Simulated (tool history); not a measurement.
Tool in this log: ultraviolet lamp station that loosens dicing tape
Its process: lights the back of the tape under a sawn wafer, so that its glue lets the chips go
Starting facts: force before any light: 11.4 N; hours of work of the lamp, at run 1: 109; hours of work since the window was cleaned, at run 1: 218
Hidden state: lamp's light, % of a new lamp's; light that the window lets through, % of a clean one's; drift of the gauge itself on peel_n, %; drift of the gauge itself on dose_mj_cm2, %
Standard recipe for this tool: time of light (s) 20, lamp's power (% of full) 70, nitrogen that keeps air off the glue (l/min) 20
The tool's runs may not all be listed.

run   hour  time of light (s)  lamp's power (% of full)  nitrogen that keeps air off the glue (l/min)  hours of work of the lamp  hours of work since the window was cleaned  force that peels the tape off (N)  light that reached the tape (mJ/cm2)
  1      0                 20                        70                                            20                        109                                         218                                  2                                   154
  2     11                 20                        70                                            20                        116                                         225                              1.999                                   150
  3   22.9                 20                        70                                            20                        124                                         232                              2.049                                   158
  4   30.7                 13                        70                                            20                        128                                         237                              3.662                                   100
  5   39.3                 13                        70                                            20                        134                                         243                                3.7                                   103
  6   51.1                 13                        70                                            20                        141                                         250                              3.839                                   101
  7   59.9                 20                        70                                            20                        147                                         256                              2.112                                   157
  8   69.8                 20                        70                                            20                        153                                         262                              2.148                                   154
  9   80.9                 20                        70                                            20                        160                                         269                              2.173                                   148
 10   88.8                 20                        70                                            20                        165                                         274                               2.17                                   147
 11   94.1                 20                        70                                            20                        168                                         277                              2.113                                   150
 12  105.1                 20                        70                                            20                        175                                         284                              2.173                                   151
 13  117.6                 20                        70                                            20                        183                                         292                              2.293                                   146
 14  127.2                 20                        70                                            20                        189                                         298                              2.231                                   147
 15  137.6                 20                        70                                            20                        195                                         304                              2.249                                   143
 16  145.2                 20                        62                                            20                        200                                         309                              2.827                                   126
 17  155.5                 20                        62                                            20                        206                                         315                              2.691                                   129
       157  -- window cleaned of glue's vapour
 18  161.7                 20                        62                                            20                        210                                           3                              2.902                                   118
 19  168.7                 20                        70                                            20                        214                                           7                              2.554                                   139
 20  175.5                 20                        70                                            20                        219                                          12                              2.569                                   140
 21  184.9                 20                        70                                            20                        224                                          17                              2.536                                   139
 22  194.5                 20                        70                                            20                        230                                          23                              2.514                                   133
 23    207                 29                        87                                            20                        238                                          31                              0.823                                   240
 24  219.2                 20                        65                                            20                        246                                          39                              2.951                                   124
 25  226.1                 35                        62                                            13                        250                                          43                              1.613                                   203
     227.3  -- window cleaned of glue's vapour, once more
 26  235.1                 35                        62                                            13                        256                                           5                              1.102                                   249
 27  246.6                 35                        62                                            13                        263                                          12                              1.093                                   247
 28  254.9                 21                        83                                             6                        268                                          17                              2.923                                   198
 29  267.8                 33                        78                                             6                        276                                          25                              1.518                                   289
 30  280.2                 33                        78                                             6                        284                                          33                              1.494                                   291
 31  287.4                 26                        70                                            21                        288                                          38                              1.157                                   201
 32  298.2                 33                        65                                            20                        295                                          44                              0.822                                   241
 33  307.2                 32                        92                                             6                        301                                          50                              1.135                                   323
 34    318                 32                        92                                             6                        307                                          57                              1.155                                   328
 35  323.7                 20                        69                                            20                        311                                          60                              2.164                                   150
 36  330.6                 20                        87                                             9                        315                                          65                              2.271                                   192
 37  343.2                 35                        70                                            37                        323                                          72                              0.375                                   271
 38  348.4                 20                        88                                            20                        326                                          76                              1.404                                   192
 39  356.9                 25                        68                                            30                        332                                          81                              1.103                                   186
 40  367.9                 25                        99                                            24                        338                                          88                              0.516                                   264
 41  374.8                 35                        95                                            20                        343                                          92                              0.279                                   363
 42    382                 14                        95                                            38                        347                                          97                              1.641                                   142
 43  388.6                 18                        84                                            22                        351                                         101                               1.76                                   164
 44  400.4                 18                        84                                            22                        359                                         108                              1.803                                   160

Entry by entry between the runs, the difference in hidden state between the last listed run before and the first listed run after:
Between runs 17 and 18: window cleaned of glue's vapour (hour 157)
  lamp's light, % of a new lamp's: 91.6 -> 91.5; light that the window lets through, % of a clean one's: 87.6 -> 83.3
  measured less the result without the state, force that peels the tape off (N): +0.787 -> +0.985; light that reached the tape (mJ/cm2): -32 -> -38
Between runs 25 and 26: window cleaned of glue's vapour, once more (hour 227.3)
  lamp's light, % of a new lamp's: 90.1 -> 90; light that the window lets through, % of a clean one's: 81.8 -> 99.5
  measured less the result without the state, force that peels the tape off (N): +0.784 -> +0.255; light that reached the tape (mJ/cm2): -73 -> -29
